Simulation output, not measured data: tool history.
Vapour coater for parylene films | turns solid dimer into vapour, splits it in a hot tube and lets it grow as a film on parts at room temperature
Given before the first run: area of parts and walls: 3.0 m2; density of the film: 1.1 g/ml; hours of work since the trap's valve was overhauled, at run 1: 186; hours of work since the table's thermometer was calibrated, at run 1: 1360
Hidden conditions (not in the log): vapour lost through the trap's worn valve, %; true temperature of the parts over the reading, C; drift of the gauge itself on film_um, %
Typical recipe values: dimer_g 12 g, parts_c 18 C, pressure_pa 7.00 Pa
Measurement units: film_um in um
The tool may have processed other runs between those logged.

run,hour,dimer_g,parts_c,pressure_pa,hours of work since the trap's valve was overhauled,hours of work since the table's thermometer was calibrated,film_um
1,0.0,12,18,7.00,186,1360,1.55
2,59.5,12,18,7.00,223,1398,1.50
3,127.0,12,18,7.00,266,1440,1.48
4,193.7,12,18,7.00,308,1482,1.52
5,235.2,12,18,7.00,335,1509,1.48
# hour 286.1: trap's valve overhauled
6,286.8,12,18,7.00,0,1539,1.61
7,318.4,12,18,7.00,20,1559,1.56
8,365.3,12,21,7.00,50,1588,1.37
9,417.3,13,18,7.00,83,1621,1.68
10,465.5,12,18,9.95,113,1652,1.46
11,516.0,12,18,9.95,145,1684,1.44
12,586.5,12,18,2.73,190,1728,1.75
13,657.0,11,18,2.73,235,1773,1.62
14,714.7,11,18,2.73,271,1809,1.63
15,751.6,16,18,7.00,294,1833,1.97
16,783.3,19,22,5.85,314,1853,2.01
17,819.5,19,12,4.19,337,1876,3.34
# hour 868.2: trap's valve overhauled
18,872.8,12,16,7.00,3,1907,1.75
19,922.6,13,11,7.00,34,1938,2.39
20,977.5,17,10,4.40,69,1973,3.45
21,1038.7,17,10,4.40,108,2012,3.45
22,1100.5,12,20,7.16,147,2051,1.39
23,1147.6,13,20,7.16,177,2081,1.53
24,1200.4,13,20,7.16,210,2114,1.47
25,1254.9,13,20,7.16,244,2148,1.47
26,1297.5,13,20,7.16,271,2175,1.45
27,1352.8,7,18,2.95,306,2210,1.02
28,1391.1,7,18,2.95,331,2235,0.97
29,1436.8,20,27,4.12,360,2263,1.73

Take each entry between the runs: how does the hidden state at the last listed run before it differ from the hidden state at the first listed run after it?
In the gap between runs 5 and 6: trap's valve overhauled (hour 286.1)
  vapour lost through the trap's worn valve, %: 7.5 -> 0.5; true temperature of the parts over the reading, C: 0.24 -> 0.25
  difference, measured minus the result without the unlogged condition, film_um: -0.13 -> -0.03 um
In the gap between runs 17 and 18: trap's valve overhauled (hour 868.2)
  vapour lost through the trap's worn valve, %: 7.9 -> 0.2; true temperature of the parts over the reading, C: 0.31 -> 0.32
  difference, measured minus the result without the unlogged condition, film_um: -0.34 -> -0.03 um
